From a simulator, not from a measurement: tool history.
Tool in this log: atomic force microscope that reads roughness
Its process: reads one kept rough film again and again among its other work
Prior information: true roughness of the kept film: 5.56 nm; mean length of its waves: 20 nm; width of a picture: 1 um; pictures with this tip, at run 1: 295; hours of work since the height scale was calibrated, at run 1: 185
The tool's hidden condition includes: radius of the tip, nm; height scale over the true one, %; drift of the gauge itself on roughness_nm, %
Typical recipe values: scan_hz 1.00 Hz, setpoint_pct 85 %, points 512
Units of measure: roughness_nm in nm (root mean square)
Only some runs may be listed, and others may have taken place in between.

run	hour	scan_hz	setpoint_pct	points	pictures with this tip	hours of work since the height scale was calibrated	roughness_nm
1	0.0	1.00	85	512	295	185	1.601
2	7.8	1.00	85	512	302	188	1.585
3	17.2	1.00	76	512	311	192	1.633
4	22.9	1.00	76	512	316	194	1.607
5	29.4	1.00	76	512	321	197	1.606
6	41.6	1.00	85	512	332	201	1.512
7	47.8	1.49	85	512	338	204	1.428
# hour 54.2: new tip fitted
8	61.2	1.00	82	512	6	209	3.109
9	71.3	1.00	82	512	15	213	3.029
10	80.6	0.93	85	512	24	217	2.931
11	93.5	1.00	85	512	35	222	2.804
12	101.7	1.00	69	512	42	225	2.958
13	113.0	1.00	69	454	52	230	2.866
14	119.1	1.00	85	512	58	232	2.653
15	127.4	1.00	85	512	65	236	2.585
16	137.2	1.00	59	512	74	240	2.745
17	147.2	1.00	85	512	83	244	2.476
18	158.0	1.00	85	512	92	248	2.406
19	164.3	1.00	85	512	98	251	2.358
20	170.5	1.65	89	281	103	253	2.041
21	178.7	1.65	89	281	111	256	2.029
22	189.4	1.65	89	281	120	261	1.994
# hour 191.6: height scale calibrated on a step standard
23	196.0	1.00	85	330	125	2	2.181
24	205.2	1.00	85	330	133	5	2.142
25	212.0	1.00	85	330	139	8	2.121
26	222.1	0.58	84	512	148	12	2.219
27	227.6	0.58	84	512	153	15	2.190
28	233.7	1.41	64	512	159	17	2.186
29	239.5	1.37	58	909	164	19	2.201
30	245.1	0.87	58	469	169	22	2.189
# hour 248.6: height scale calibrated on a step standard, once more
31	257.5	0.87	58	469	179	4	2.153
32	263.6	2.23	66	469	184	6	2.009
33	268.8	0.62	59	534	189	8	2.130
34	280.4	0.62	59	534	199	13	2.091
35	290.6	0.51	71	512	208	17	2.036
36	299.3	1.00	82	512	216	20	1.879
37	309.0	0.93	85	512	225	24	1.835
38	316.6	1.68	72	612	231	27	1.830

What if the next run were any one of these 4? Each begins from the tool's condition after run 38:
A	324.5	3.24	62	400	238	31	?
B	324.5	1.00	85	838	238	31	?
C	324.5	2.12	68	593	238	31	?
D	324.5	1.35	85	512	238	31	?

run	roughness_nm
A	1.776
B	1.768
C	1.798
D	1.707
Stripped of hidden state, with their random variation kept, the same runs would have yielded:
run	roughness_nm
A	3.176
B	3.171
C	3.218
D	3.056
